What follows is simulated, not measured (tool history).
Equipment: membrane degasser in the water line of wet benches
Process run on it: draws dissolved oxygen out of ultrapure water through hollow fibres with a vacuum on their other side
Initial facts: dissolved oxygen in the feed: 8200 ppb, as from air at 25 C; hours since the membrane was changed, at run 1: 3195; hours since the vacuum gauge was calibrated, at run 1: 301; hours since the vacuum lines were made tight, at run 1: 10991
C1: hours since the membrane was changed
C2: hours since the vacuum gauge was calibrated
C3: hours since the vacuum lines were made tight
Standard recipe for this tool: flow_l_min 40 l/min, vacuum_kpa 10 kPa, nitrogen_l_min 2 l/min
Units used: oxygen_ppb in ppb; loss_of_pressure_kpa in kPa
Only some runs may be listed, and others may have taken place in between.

run 1 hour=0 | flow_l_min=40 vacuum_kpa=10 nitrogen_l_min=2 | C1=3195 C2=301 C3=10991 | oxygen_ppb=347.6 loss_of_pressure_kpa=40.33
run 2 hour=72.8 | flow_l_min=40 vacuum_kpa=10 nitrogen_l_min=2.49 | C1=3268 C2=373 C3=11064 | oxygen_ppb=299.7 loss_of_pressure_kpa=39.72
run 3 hour=177.5 | flow_l_min=40 vacuum_kpa=10 nitrogen_l_min=0.99 | C1=3373 C2=478 C3=11169 | oxygen_ppb=572.1 loss_of_pressure_kpa=40.07
run 4 hour=306.6 | flow_l_min=40 vacuum_kpa=10 nitrogen_l_min=0.99 | C1=3502 C2=607 C3=11298 | oxygen_ppb=573.2 loss_of_pressure_kpa=40.32
run 5 hour=412.1 | flow_l_min=40 vacuum_kpa=6.7 nitrogen_l_min=2 | C1=3607 C2=713 C3=11404 | oxygen_ppb=208.8 loss_of_pressure_kpa=40.39
run 6 hour=513.2 | flow_l_min=40 vacuum_kpa=6.7 nitrogen_l_min=2 | C1=3708 C2=814 C3=11505 | oxygen_ppb=208.3 loss_of_pressure_kpa=40.44
run 7 hour=600.7 | flow_l_min=39 vacuum_kpa=10 nitrogen_l_min=2 | C1=3796 C2=901 C3=11592 | oxygen_ppb=338.9 loss_of_pressure_kpa=39.07
run 8 hour=666.6 | flow_l_min=40 vacuum_kpa=10 nitrogen_l_min=2 | C1=3862 C2=967 C3=11658 | oxygen_ppb=347.4 loss_of_pressure_kpa=40.22
run 9 hour=768.7 | flow_l_min=40 vacuum_kpa=10 nitrogen_l_min=2 | C1=3964 C2=1069 C3=11760 | oxygen_ppb=349.4 loss_of_pressure_kpa=40.66
run 10 hour=836.4 | flow_l_min=40 vacuum_kpa=10 nitrogen_l_min=2 | C1=4031 C2=1137 C3=11828 | oxygen_ppb=347.2 loss_of_pressure_kpa=40.78
run 11 hour=900 | flow_l_min=40 vacuum_kpa=10 nitrogen_l_min=2 | C1=4095 C2=1201 C3=11891 | oxygen_ppb=346.3 loss_of_pressure_kpa=40.29
run 12 hour=1019.2 | flow_l_min=40 vacuum_kpa=10 nitrogen_l_min=2 | C1=4214 C2=1320 C3=12011 | oxygen_ppb=349.1 loss_of_pressure_kpa=40.2
run 13 hour=1142.5 | flow_l_min=40 vacuum_kpa=10 nitrogen_l_min=2 | C1=4338 C2=1443 C3=12134 | oxygen_ppb=352.9 loss_of_pressure_kpa=40.76
run 14 hour=1272.2 | flow_l_min=60 vacuum_kpa=8.4 nitrogen_l_min=0.93 | C1=4467 C2=1573 C3=12264 | oxygen_ppb=690.2 loss_of_pressure_kpa=60.96
-- hour=1284.2 vacuum gauge calibrated
run 15 hour=1372.5 | flow_l_min=60 vacuum_kpa=8.4 nitrogen_l_min=0.93 | C1=4567 C2=88 C3=12363 | oxygen_ppb=685 loss_of_pressure_kpa=61.14
run 16 hour=1467.3 | flow_l_min=60 vacuum_kpa=8.4 nitrogen_l_min=0.93 | C1=4662 C2=183 C3=12458 | oxygen_ppb=689.2 loss_of_pressure_kpa=60.52
run 17 hour=1586.9 | flow_l_min=60 vacuum_kpa=8.4 nitrogen_l_min=0.93 | C1=4781 C2=303 C3=12578 | oxygen_ppb=690.7 loss_of_pressure_kpa=61.17
run 18 hour=1717.8 | flow_l_min=60 vacuum_kpa=8.4 nitrogen_l_min=0.93 | C1=4912 C2=434 C3=12709 | oxygen_ppb=686.2 loss_of_pressure_kpa=60.76
-- hour=1731.5 vacuum gauge calibrated, once more
run 19 hour=1821.2 | flow_l_min=37 vacuum_kpa=13.8 nitrogen_l_min=2.88 | C1=5015 C2=90 C3=12812 | oxygen_ppb=352.6 loss_of_pressure_kpa=37.64
run 20 hour=1934.8 | flow_l_min=37 vacuum_kpa=13.8 nitrogen_l_min=2.88 | C1=5129 C2=203 C3=12925 | oxygen_ppb=356.6 loss_of_pressure_kpa=37.67
run 21 hour=2065.2 | flow_l_min=49 vacuum_kpa=10 nitrogen_l_min=2 | C1=5259 C2=334 C3=13056 | oxygen_ppb=434.6 loss_of_pressure_kpa=49.63
run 22 hour=2165.5 | flow_l_min=49 vacuum_kpa=10 nitrogen_l_min=2 | C1=5360 C2=434 C3=13156 | oxygen_ppb=432.4 loss_of_pressure_kpa=49.88
run 23 hour=2235.1 | flow_l_min=49 vacuum_kpa=10 nitrogen_l_min=2 | C1=5429 C2=504 C3=13225 | oxygen_ppb=434.3 loss_of_pressure_kpa=49.87
run 24 hour=2377.7 | flow_l_min=49 vacuum_kpa=10 nitrogen_l_min=2 | C1=5572 C2=646 C3=13368 | oxygen_ppb=434.6 loss_of_pressure_kpa=49.9
run 25 hour=2440.4 | flow_l_min=49 vacuum_kpa=10 nitrogen_l_min=2 | C1=5634 C2=709 C3=13431 | oxygen_ppb=438.2 loss_of_pressure_kpa=49.96

Alternative continuations, all from the tool just after run 25; predict every row:
run A hour=2574.8 | flow_l_min=35 vacuum_kpa=10 nitrogen_l_min=1.77 | C1=5769 C2=843 C3=13565 | oxygen_ppb=? loss_of_pressure_kpa=?
run B hour=2574.8 | flow_l_min=38 vacuum_kpa=19.4 nitrogen_l_min=2 | C1=5769 C2=843 C3=13565 | oxygen_ppb=? loss_of_pressure_kpa=?
run C hour=2574.8 | flow_l_min=25 vacuum_kpa=10 nitrogen_l_min=5.76 | C1=5769 C2=843 C3=13565 | oxygen_ppb=? loss_of_pressure_kpa=?

run=A oxygen_ppb=334.2 loss_of_pressure_kpa=35.89
run=B oxygen_ppb=700.4 loss_of_pressure_kpa=38.79
run=C oxygen_ppb=91.8 loss_of_pressure_kpa=25.52
What these runs would have given with no unlogged condition in the tool:
run=A oxygen_ppb=324.5 loss_of_pressure_kpa=35.06
run=B oxygen_ppb=686.5 loss_of_pressure_kpa=37.89
run=C oxygen_ppb=86.9 loss_of_pressure_kpa=24.93
